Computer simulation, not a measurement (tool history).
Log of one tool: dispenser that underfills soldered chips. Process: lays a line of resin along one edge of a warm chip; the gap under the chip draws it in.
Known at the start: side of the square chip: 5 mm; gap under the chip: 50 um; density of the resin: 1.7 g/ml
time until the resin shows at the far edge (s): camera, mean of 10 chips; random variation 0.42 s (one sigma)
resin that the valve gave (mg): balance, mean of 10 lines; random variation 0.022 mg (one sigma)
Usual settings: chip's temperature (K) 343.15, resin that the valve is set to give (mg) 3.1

run   hour  chip's temperature (K)  resin that the valve is set to give (mg)  time until the resin shows at the far edge (s)  resin that the valve gave (mg)
  1      0                  343.15                                       3.1                                            45.2                            3.01
       5.1  -- new syringe of resin
  2    5.2                  343.15                                       3.1                                            30.1                            3.05
  3   12.3                  343.15                                       3.1                                            39.3                            3.01
  4   20.2                  343.15                                       3.1                                            51.1                            3.03
      21.7  -- new syringe of resin
  5     26                  343.15                                       3.1                                            34.5                            3.04
  6   30.3                  343.15                                      2.86                                            40.3                            2.75
        38  -- new syringe of resin
  7     39                  343.15                                       3.1                                              32                               3
  8   46.7                  343.15                                       3.1                                            42.2                            2.96
  9   52.8                  335.15                                       3.1                                            74.4                               3
      54.3  -- new syringe of resin
 10   59.7                  343.15                                       3.1                                            37.5                            2.96
      62.3  -- dispensing valve cleaned and set on the balance
 11   68.8                  343.15                                       3.1                                            49.7                            3.09
      71.9  -- new syringe of resin
 12   77.5                  341.15                                      3.98                                              39                            3.98
 13   86.2                  330.15                                      3.98                                              88                            3.94
      88.7  -- new syringe of resin
 14   91.1                  339.15                                      2.67                                            41.9                            2.64
 15   99.1                  339.15                                      2.67                                            55.2                            2.65
       105  -- new syringe of resin
 16  107.7                  333.15                                       3.7                                            50.4                            3.67
 17  113.7                  333.15                                      3.38                                            63.4                            3.33
     121.5  -- new syringe of resin
 18  121.8                  352.15                                      3.28                                            21.5                            3.23
 19  128.8                  357.15                                       3.1                                            23.2                            3.05
 20  134.4                  339.15                                      3.43                                            57.4                            3.33
     138.3  -- new syringe of resin
 21  138.9                  358.15                                      3.66                                              17                            3.55
 22  146.7                  332.15                                      3.73                                            64.4                            3.59

Forecast each of these 3 alternatives for the next run:
  A  152.7                  352.15                                      2.91                                               ?                               ?
  B  152.7                  353.15                                      3.63                                               ?                               ?
  C  152.7                  334.15                                       3.1                                               ?                               ?

run  time until the resin shows at the far edge (s)  resin that the valve gave (mg)
  A                                            36.1                            2.82
  B                                            34.1                            3.52
  C                                            75.8                            3.01
Without the tool's hidden state the same runs would have given:
run  time until the resin shows at the far edge (s)  resin that the valve gave (mg)
  A                                            20.5                             2.9
  B                                            19.6                            3.63
  C                                            43.2                             3.1
